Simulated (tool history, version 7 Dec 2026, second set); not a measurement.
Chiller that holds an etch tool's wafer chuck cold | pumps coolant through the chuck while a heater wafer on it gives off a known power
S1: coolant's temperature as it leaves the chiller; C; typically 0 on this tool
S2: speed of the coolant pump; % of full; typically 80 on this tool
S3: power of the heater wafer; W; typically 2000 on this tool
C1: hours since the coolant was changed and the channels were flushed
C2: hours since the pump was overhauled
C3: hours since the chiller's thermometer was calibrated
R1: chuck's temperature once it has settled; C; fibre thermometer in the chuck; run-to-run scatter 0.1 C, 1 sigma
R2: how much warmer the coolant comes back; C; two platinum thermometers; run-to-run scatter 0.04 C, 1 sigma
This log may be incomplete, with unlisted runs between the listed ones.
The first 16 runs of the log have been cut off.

run 17 hour=2118.3 | S1=0 S2=65 S3=2748 | C1=2527 C2=7291 C3=947 | R1=34.8 R2=14.94
run 18 hour=2263.6 | S1=0 S2=61 S3=2341 | C1=2672 C2=7437 C3=1092 | R1=31.8 R2=13.71
run 19 hour=2378.8 | S1=0 S2=78 S3=2996 | C1=2788 C2=7552 C3=1207 | R1=31.5 R2=13.26
run 20 hour=2509.0 | S1=3 S2=99 S3=2391 | C1=2918 C2=7682 C3=1337 | R1=22.8 R2=8.08
run 21 hour=2650.8 | S1=0 S2=72 S3=1342 | C1=3060 C2=7824 C3=1479 | R1=15.3 R2=6.59
run 22 hour=2820.5 | S1=-7 S2=91 S3=2000 | C1=3229 C2=7993 C3=1649 | R1=11.1 R2=7.47
run 23 hour=2932.2 | S1=-3 S2=80 S3=2285 | C1=3341 C2=8105 C3=1761 | R1=20.5 R2=9.93
run 24 hour=3096.0 | S1=-3 S2=80 S3=2285 | C1=3505 C2=8269 C3=1924 | R1=20.5 R2=9.89
run 25 hour=3174.2 | S1=-3 S2=80 S3=2285 | C1=3583 C2=8347 C3=2003 | R1=20.5 R2=9.89
run 26 hour=3334.0 | S1=-9 S2=70 S3=2000 | C1=3743 C2=8507 C3=2162 | R1=14.5 R2=10.07
run 27 hour=3481.6 | S1=-8 S2=62 S3=1589 | C1=3890 C2=8655 C3=2310 | R1=13.2 R2=9.13
run 28 hour=3568.6 | S1=-8 S2=61 S3=1690 | C1=3977 C2=8742 C3=2397 | R1=14.7 R2=9.88
run 29 hour=3713.3 | S1=-5 S2=80 S3=2000 | C1=4122 C2=8886 C3=2542 | R1=15.5 R2=8.60
run 30 hour=3834.2 | S1=-5 S2=80 S3=2000 | C1=4243 C2=9007 C3=2663 | R1=15.5 R2=8.65

The next listed run, before its measurement:
run 31 hour=3933.6 | S1=6 S2=84 S3=1831 | C1=4342 C2=9107 C3=2762 | R1=? R2=?

{"run 31": {"R1": 23.9, "R2": 7.43}}
Without the tool's hidden state the same run would have given R1 23.9 C, R2 7.42 C.
